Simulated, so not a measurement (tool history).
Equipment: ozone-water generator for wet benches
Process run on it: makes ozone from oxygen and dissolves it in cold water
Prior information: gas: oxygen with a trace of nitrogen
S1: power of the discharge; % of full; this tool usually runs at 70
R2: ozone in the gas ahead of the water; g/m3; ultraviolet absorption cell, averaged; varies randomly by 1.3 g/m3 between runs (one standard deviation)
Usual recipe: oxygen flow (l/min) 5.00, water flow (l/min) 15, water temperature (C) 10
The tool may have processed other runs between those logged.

{"run": 1, "hour": 0.0, "S1": 70, "oxygen flow (l/min)": 5.0, "water flow (l/min)": 15, "water temperature (C)": 10, "dissolved ozone (ppm)": 26.9, "R2": 232.3}
{"run": 2, "hour": 61.3, "S1": 70, "oxygen flow (l/min)": 5.0, "water flow (l/min)": 15, "water temperature (C)": 10, "dissolved ozone (ppm)": 26.8, "R2": 231.4}
{"run": 3, "hour": 113.3, "S1": 70, "oxygen flow (l/min)": 5.0, "water flow (l/min)": 11, "water temperature (C)": 10, "dissolved ozone (ppm)": 36.3, "R2": 230.0}
{"run": 4, "hour": 165.2, "S1": 70, "oxygen flow (l/min)": 5.0, "water flow (l/min)": 11, "water temperature (C)": 10, "dissolved ozone (ppm)": 35.9, "R2": 228.4}
{"run": 5, "hour": 207.4, "S1": 70, "oxygen flow (l/min)": 5.0, "water flow (l/min)": 15, "water temperature (C)": 10, "dissolved ozone (ppm)": 27.0, "R2": 228.6}
{"run": 6, "hour": 252.5, "S1": 70, "oxygen flow (l/min)": 5.0, "water flow (l/min)": 15, "water temperature (C)": 13, "dissolved ozone (ppm)": 25.8, "R2": 229.4}
{"run": 7, "hour": 351.7, "S1": 70, "oxygen flow (l/min)": 5.0, "water flow (l/min)": 15, "water temperature (C)": 10, "dissolved ozone (ppm)": 26.9, "R2": 227.7}
{"run": 8, "hour": 437.0, "S1": 70, "oxygen flow (l/min)": 5.0, "water flow (l/min)": 15, "water temperature (C)": 10, "dissolved ozone (ppm)": 27.2, "R2": 224.8}
{"run": 9, "hour": 523.8, "S1": 70, "oxygen flow (l/min)": 5.0, "water flow (l/min)": 15, "water temperature (C)": 10, "dissolved ozone (ppm)": 26.6, "R2": 226.4}
{"run": 10, "hour": 571.0, "S1": 70, "oxygen flow (l/min)": 5.0, "water flow (l/min)": 15, "water temperature (C)": 10, "dissolved ozone (ppm)": 26.5, "R2": 226.5}
{"run": 11, "hour": 628.6, "S1": 70, "oxygen flow (l/min)": 5.0, "water flow (l/min)": 15, "water temperature (C)": 10, "dissolved ozone (ppm)": 26.4, "R2": 225.6}
{"run": 12, "hour": 670.8, "S1": 70, "oxygen flow (l/min)": 5.0, "water flow (l/min)": 15, "water temperature (C)": 10, "dissolved ozone (ppm)": 26.4, "R2": 224.7}
{"run": 13, "hour": 743.4, "S1": 70, "oxygen flow (l/min)": 5.0, "water flow (l/min)": 15, "water temperature (C)": 10, "dissolved ozone (ppm)": 26.3, "R2": 226.0}
{"hour": 754.8, "done": "contactor cleaned"}
{"run": 14, "hour": 844.3, "S1": 70, "oxygen flow (l/min)": 5.0, "water flow (l/min)": 11, "water temperature (C)": 10, "dissolved ozone (ppm)": 34.7, "R2": 224.0}
{"run": 15, "hour": 916.2, "S1": 70, "oxygen flow (l/min)": 5.0, "water flow (l/min)": 11, "water temperature (C)": 10, "dissolved ozone (ppm)": 34.4, "R2": 223.7}
{"run": 16, "hour": 976.3, "S1": 70, "oxygen flow (l/min)": 5.0, "water flow (l/min)": 11, "water temperature (C)": 10, "dissolved ozone (ppm)": 34.4, "R2": 222.7}
{"run": 17, "hour": 1033.7, "S1": 70, "oxygen flow (l/min)": 5.0, "water flow (l/min)": 11, "water temperature (C)": 10, "dissolved ozone (ppm)": 34.0, "R2": 221.9}
{"run": 18, "hour": 1096.2, "S1": 44, "oxygen flow (l/min)": 7.57, "water flow (l/min)": 11, "water temperature (C)": 9, "dissolved ozone (ppm)": 25.8, "R2": 139.3}
{"hour": 1168.6, "done": "contactor cleaned, once more"}
{"run": 19, "hour": 1179.9, "S1": 44, "oxygen flow (l/min)": 7.57, "water flow (l/min)": 11, "water temperature (C)": 9, "dissolved ozone (ppm)": 26.9, "R2": 140.9}
{"run": 20, "hour": 1263.4, "S1": 64, "oxygen flow (l/min)": 5.0, "water flow (l/min)": 14, "water temperature (C)": 16, "dissolved ozone (ppm)": 24.1, "R2": 204.5}
{"run": 21, "hour": 1353.7, "S1": 64, "oxygen flow (l/min)": 5.0, "water flow (l/min)": 14, "water temperature (C)": 16, "dissolved ozone (ppm)": 23.7, "R2": 206.9}
{"run": 22, "hour": 1416.0, "S1": 51, "oxygen flow (l/min)": 3.04, "water flow (l/min)": 14, "water temperature (C)": 11, "dissolved ozone (ppm)": 20.1, "R2": 215.4}
{"run": 23, "hour": 1457.8, "S1": 42, "oxygen flow (l/min)": 5.0, "water flow (l/min)": 15, "water temperature (C)": 12, "dissolved ozone (ppm)": 18.1, "R2": 157.5}
{"run": 24, "hour": 1545.9, "S1": 70, "oxygen flow (l/min)": 6.73, "water flow (l/min)": 15, "water temperature (C)": 8, "dissolved ozone (ppm)": 27.8, "R2": 195.1}
{"run": 25, "hour": 1612.0, "S1": 97, "oxygen flow (l/min)": 3.17, "water flow (l/min)": 13, "water temperature (C)": 8, "dissolved ozone (ppm)": 34.2, "R2": 317.9}
{"run": 26, "hour": 1667.1, "S1": 46, "oxygen flow (l/min)": 4.35, "water flow (l/min)": 15, "water temperature (C)": 9, "dissolved ozone (ppm)": 19.2, "R2": 173.5}
{"run": 27, "hour": 1763.4, "S1": 40, "oxygen flow (l/min)": 5.0, "water flow (l/min)": 15, "water temperature (C)": 18, "dissolved ozone (ppm)": 15.6, "R2": 150.8}
{"run": 28, "hour": 1828.9, "S1": 40, "oxygen flow (l/min)": 3.02, "water flow (l/min)": 21, "water temperature (C)": 18, "dissolved ozone (ppm)": 10.0, "R2": 183.0}
{"run": 29, "hour": 1918.9, "S1": 40, "oxygen flow (l/min)": 3.02, "water flow (l/min)": 21, "water temperature (C)": 18, "dissolved ozone (ppm)": 9.9, "R2": 180.2}
{"run": 30, "hour": 1976.3, "S1": 42, "oxygen flow (l/min)": 3.01, "water flow (l/min)": 15, "water temperature (C)": 14, "dissolved ozone (ppm)": 15.5, "R2": 186.9}
{"run": 31, "hour": 2046.3, "S1": 42, "oxygen flow (l/min)": 7.24, "water flow (l/min)": 11, "water temperature (C)": 14, "dissolved ozone (ppm)": 22.8, "R2": 134.6}
{"run": 32, "hour": 2120.2, "S1": 70, "oxygen flow (l/min)": 2.68, "water flow (l/min)": 15, "water temperature (C)": 7, "dissolved ozone (ppm)": 22.2, "R2": 269.7}
{"run": 33, "hour": 2170.0, "S1": 70, "oxygen flow (l/min)": 2.68, "water flow (l/min)": 15, "water temperature (C)": 7, "dissolved ozone (ppm)": 21.8, "R2": 268.8}

3 options for the next run, each taken on its own from the tool as it stands now. Forecast them:
{"run": "A", "hour": 2267.4, "S1": 62, "oxygen flow (l/min)": 2.76, "water flow (l/min)": 9, "water temperature (C)": 10, "dissolved ozone (ppm)": "?", "R2": "?"}
{"run": "B", "hour": 2267.4, "S1": 66, "oxygen flow (l/min)": 2.95, "water flow (l/min)": 16, "water temperature (C)": 10, "dissolved ozone (ppm)": "?", "R2": "?"}
{"run": "C", "hour": 2267.4, "S1": 70, "oxygen flow (l/min)": 5.0, "water flow (l/min)": 17, "water temperature (C)": 7, "dissolved ozone (ppm)": "?", "R2": "?"}

run=A dissolved_ozone_(ppm)=33.4 R2=243.1
run=B dissolved_ozone_(ppm)=19.7 R2=249.0
run=C dissolved_ozone_(ppm)=22.8 R2=211.6
Without the tool's hidden state the same runs would have given:
run=A dissolved_ozone_(ppm)=38.1 R2=271.7
run=B dissolved_ozone_(ppm)=22.6 R2=279.8
run=C dissolved_ozone_(ppm)=26.3 R2=238.8
